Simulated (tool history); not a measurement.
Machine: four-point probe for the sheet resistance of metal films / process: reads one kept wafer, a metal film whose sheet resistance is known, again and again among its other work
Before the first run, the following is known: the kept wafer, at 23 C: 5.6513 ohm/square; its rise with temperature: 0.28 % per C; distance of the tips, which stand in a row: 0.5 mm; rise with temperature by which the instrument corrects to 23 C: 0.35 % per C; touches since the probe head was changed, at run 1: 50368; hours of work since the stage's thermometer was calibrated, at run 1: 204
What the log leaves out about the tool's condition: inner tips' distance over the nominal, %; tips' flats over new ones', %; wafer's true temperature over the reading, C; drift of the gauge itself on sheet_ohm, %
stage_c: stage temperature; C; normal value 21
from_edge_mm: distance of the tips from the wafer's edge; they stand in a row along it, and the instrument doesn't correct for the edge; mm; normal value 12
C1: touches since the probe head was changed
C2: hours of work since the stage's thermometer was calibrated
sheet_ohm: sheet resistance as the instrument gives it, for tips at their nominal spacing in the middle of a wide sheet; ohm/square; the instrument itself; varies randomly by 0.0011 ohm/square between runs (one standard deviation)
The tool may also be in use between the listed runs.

run 1 day=0 | stage_c=21 from_edge_mm=12 | C1=50368 C2=204 | sheet_ohm=5.606091
run 2 day=1.383 | stage_c=25 from_edge_mm=12 | C1=51897 C2=225 | sheet_ohm=5.590008
run 3 day=2.338 | stage_c=25 from_edge_mm=12 | C1=52954 C2=240 | sheet_ohm=5.589876
run 4 day=3.554 | stage_c=27 from_edge_mm=12 | C1=54298 C2=258 | sheet_ohm=5.580619
run 5 day=4.412 | stage_c=27 from_edge_mm=12 | C1=55248 C2=272 | sheet_ohm=5.581142
run 6 day=5.367 | stage_c=27 from_edge_mm=12 | C1=56304 C2=286 | sheet_ohm=5.579851
run 7 day=6.567 | stage_c=21 from_edge_mm=4 | C1=57629 C2=305 | sheet_ohm=5.643728
run 8 day=7.4 | stage_c=25 from_edge_mm=52 | C1=58552 C2=318 | sheet_ohm=5.58113
run 9 day=9.008 | stage_c=20 from_edge_mm=9 | C1=60329 C2=342 | sheet_ohm=5.608772
run 10 day=9.983 | stage_c=34 from_edge_mm=14 | C1=61407 C2=357 | sheet_ohm=5.549781
run 11 day=10.9 | stage_c=34 from_edge_mm=14 | C1=62422 C2=372 | sheet_ohm=5.549529
run 12 day=11.608 | stage_c=34 from_edge_mm=14 | C1=63208 C2=383 | sheet_ohm=5.549758
run 13 day=12.871 | stage_c=33 from_edge_mm=4 | C1=64601 C2=402 | sheet_ohm=5.594053

Each row is a separate what-if for the run after 13, all from the same tool condition, not one after another. Results?
run A day=14.454 | stage_c=19 from_edge_mm=5 | C1=66352 C2=426 | sheet_ohm=?
run B day=14.454 | stage_c=33 from_edge_mm=24 | C1=66352 C2=426 | sheet_ohm=?
run C day=14.454 | stage_c=33 from_edge_mm=36 | C1=66352 C2=426 | sheet_ohm=?

run=A sheet_ohm=5.631975
run=B sheet_ohm=5.548812
run=C sheet_ohm=5.548479
Take away the tool's hidden state, keep each run's random variation, and the runs would have read:
run=A sheet_ohm=5.699221
run=B sheet_ohm=5.614988
run=C sheet_ohm=5.614652
